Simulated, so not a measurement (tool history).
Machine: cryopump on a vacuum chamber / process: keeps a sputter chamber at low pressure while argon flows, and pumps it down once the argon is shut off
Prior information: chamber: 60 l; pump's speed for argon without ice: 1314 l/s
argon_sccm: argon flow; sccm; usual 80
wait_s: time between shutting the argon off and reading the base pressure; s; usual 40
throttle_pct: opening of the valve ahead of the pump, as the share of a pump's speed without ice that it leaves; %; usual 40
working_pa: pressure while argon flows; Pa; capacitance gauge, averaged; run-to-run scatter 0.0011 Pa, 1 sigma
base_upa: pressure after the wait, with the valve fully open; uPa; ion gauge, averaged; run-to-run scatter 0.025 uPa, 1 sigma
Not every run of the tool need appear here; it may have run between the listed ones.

Run 1, day 0: usual settings. Result: working_pa 0.2586 Pa, base_upa 1.86 uPa.
Run 2, day 1.133: usual settings. Result: working_pa 0.2607 Pa, base_upa 1.97 uPa.
Run 3, day 1.883: usual settings. Result: working_pa 0.261 Pa, base_upa 1.92 uPa.
Run 4, day 2.938: usual settings. Result: working_pa 0.2616 Pa, base_upa 1.91 uPa.
Run 5, day 3.542: usual settings but throttle_pct 32 %. Result: working_pa 0.3255 Pa, base_upa 1.97 uPa.
Run 6, day 4.3: usual settings but throttle_pct 32 %. Result: working_pa 0.3257 Pa, base_upa 2.02 uPa.
Run 7, day 4.992: usual settings but wait_s 56 s. Result: working_pa 0.2655 Pa, base_upa 1.77 uPa.
Run 8, day 6.15: usual settings. Result: working_pa 0.2659 Pa, base_upa 2 uPa.
Run 9, day 7.067: usual settings. Result: working_pa 0.2661 Pa, base_upa 2.02 uPa.
Run 10, day 8.083: usual settings. Result: working_pa 0.268 Pa, base_upa 2.07 uPa.
Run 11, day 8.642: usual settings. Result: working_pa 0.2681 Pa, base_upa 2.12 uPa.
Run 12, day 9.167: usual settings. Result: working_pa 0.2717 Pa, base_upa 2.16 uPa.
Run 13, day 9.696: usual settings. Result: working_pa 0.2704 Pa, base_upa 2.14 uPa.
Run 14, day 10.546: usual settings. Result: working_pa 0.2718 Pa, base_upa 2.12 uPa.

Expected results for the next run?
Run 15, day 11.538: usual settings. Result: working_pa ?, base_upa ?.

{"run 15": {"working_pa": 0.2707, "base_upa": 2.2}}
On a tool with no hidden condition, and with the same random variation, this run would have come out at working_pa 0.2563 Pa, base_upa 0.98 uPa.
